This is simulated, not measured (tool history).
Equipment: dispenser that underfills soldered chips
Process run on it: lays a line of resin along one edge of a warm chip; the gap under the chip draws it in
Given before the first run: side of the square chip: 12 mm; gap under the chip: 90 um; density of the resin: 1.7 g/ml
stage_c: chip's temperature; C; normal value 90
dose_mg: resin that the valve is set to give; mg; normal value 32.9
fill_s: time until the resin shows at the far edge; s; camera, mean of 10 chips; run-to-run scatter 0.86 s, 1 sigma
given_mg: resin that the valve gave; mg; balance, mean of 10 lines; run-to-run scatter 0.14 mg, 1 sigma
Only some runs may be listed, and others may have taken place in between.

run	hour	stage_c	dose_mg	fill_s	given_mg
1	0	90	32.9	92.9	31.84
2	1.9	94	32.9	87.7	31.76
3	6.3	94	32.9	96.5	31.47
4	9.9	94	32.9	77.8	31.39
5	12	90	32.7	92	31.22
6	15.3	86	32.9	113.2	31.46
7	17.5	86	32.9	122.2	31.41
8	22	86	32.9	98.1	31.51
9	25.4	86	32.9	107.8	31.34
10	28.3	86	32.9	116.8	31.36
11	33	103	33	77.3	31.26
12	37.8	90	28	97.4	26.36
13	40.3	97	38.6	77.4	36.4
14	43.7	103	42.7	70.5	39.92
15	47.2	80	32.1	121.8	30.23
16	51.9	76	37.5	151.2	34.89
17	54.8	93	38.1	93	35.58
18	57.5	95	40.5	91.7	37.8
19	61.5	85	39.3	104.7	36.75
20	63.7	90	31	97.9	29.1

Between the runs listed above, the log contained 5 entries, not reproduced here. Where in the sequence does each belong, and how does what the log doesn't record of the tool's condition differ from the listed run before to the listed run after?
Run 3 -> run 4: new syringe of resin (hour 8.5)
  resin's viscosity, % of fresh resin's: 133 -> 103.2; dose that the valve gives, % of what is set: 95.93 -> 95.78; true chip temperature over the reading, C: -0.89 -> -0.9
  difference, measured minus the result without the unlogged condition, fill_s: +26.5 -> +5.2 s; given_mg: -1.34 -> -1.38 mg
Run 7 -> run 8: new syringe of resin (hour 21.1)
  resin's viscosity, % of fresh resin's: 126.1 -> 103.8; dose that the valve gives, % of what is set: 95.44 -> 95.25; true chip temperature over the reading, C: -0.94 -> -0.96
  difference, measured minus the result without the unlogged condition, fill_s: +29.1 -> +7.5 s; given_mg: -1.51 -> -1.57 mg
Run 11 -> run 12: new syringe of resin (hour 33.6)
  resin's viscosity, % of fresh resin's: 138.6 -> 111.2; dose that the valve gives, % of what is set: 94.74 -> 94.52; true chip temperature over the reading, C: -1.01 -> -1.03
  difference, measured minus the result without the unlogged condition, fill_s: +23.8 -> +14.4 s; given_mg: -1.74 -> -1.53 mg
Run 14 -> run 15: new syringe of resin (hour 46.2)
  resin's viscosity, % of fresh resin's: 130.1 -> 100.8; dose that the valve gives, % of what is set: 94.26 -> 94.11; true chip temperature over the reading, C: -1.06 -> -1.07
  difference, measured minus the result without the unlogged condition, fill_s: +18.3 -> +6.9 s; given_mg: -2.44 -> -1.9 mg
Run 18 -> run 19: new syringe of resin (hour 59)
  resin's viscosity, % of fresh resin's: 132.3 -> 106.3; dose that the valve gives, % of what is set: 93.64 -> 93.45; true chip temperature over the reading, C: -1.12 -> -1.14
  difference, measured minus the result without the unlogged condition, fill_s: +25.2 -> +10.5 s; given_mg: -2.57 -> -2.57 mg
